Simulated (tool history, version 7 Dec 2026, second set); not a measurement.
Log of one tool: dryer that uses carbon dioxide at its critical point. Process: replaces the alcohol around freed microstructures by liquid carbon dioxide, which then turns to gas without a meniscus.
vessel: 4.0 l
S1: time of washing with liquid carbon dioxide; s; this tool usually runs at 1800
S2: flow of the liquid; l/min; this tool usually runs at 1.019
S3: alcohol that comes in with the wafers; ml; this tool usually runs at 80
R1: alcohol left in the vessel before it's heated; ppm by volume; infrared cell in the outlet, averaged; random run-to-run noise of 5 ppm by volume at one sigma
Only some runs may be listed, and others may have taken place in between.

| run | day | S1 | S2 | S3 | R1 |
|---|---|---|---|---|---|
| 1 | 0.000 | 1800 | 1.019 | 80 | 82 |
| 2 | 0.983 | 1800 | 1.019 | 80 | 87 |
| 3 | 1.492 | 1800 | 1.019 | 80 | 84 |
| 4 | 2.379 | 1800 | 1.019 | 80 | 78 |
| 5 | 3.083 | 1800 | 1.019 | 80 | 82 |
| 6 | 4.071 | 1800 | 1.019 | 70 | 84 |
| 7 | 4.600 | 1800 | 1.019 | 70 | 78 |
| 8 | 5.150 | 1500 | 1.019 | 70 | 160 |
| 9 | 5.617 | 1500 | 1.019 | 70 | 160 |
| 10 | 6.012 | 1800 | 0.770 | 80 | 276 |
| 11 | 6.662 | 2040 | 1.019 | 80 | 58 |
| 12 | 7.338 | 1800 | 1.019 | 106 | 105 |
| 13 | 7.908 | 1800 | 1.019 | 106 | 102 |
| 14 | 8.592 | 1800 | 1.019 | 106 | 112 |
| 15 | 9.167 | 2820 | 1.019 | 24 | 31 |
| 16 | 9.900 | 2820 | 1.019 | 24 | 36 |

Forecast run 17:
| 17 | 10.612 | 2820 | 1.019 | 24 | ? |

Run 17 gave R1 35 ppm by volume.
On a tool with no hidden condition, and with the same random variation, this run would have come out at R1 6 ppm by volume.
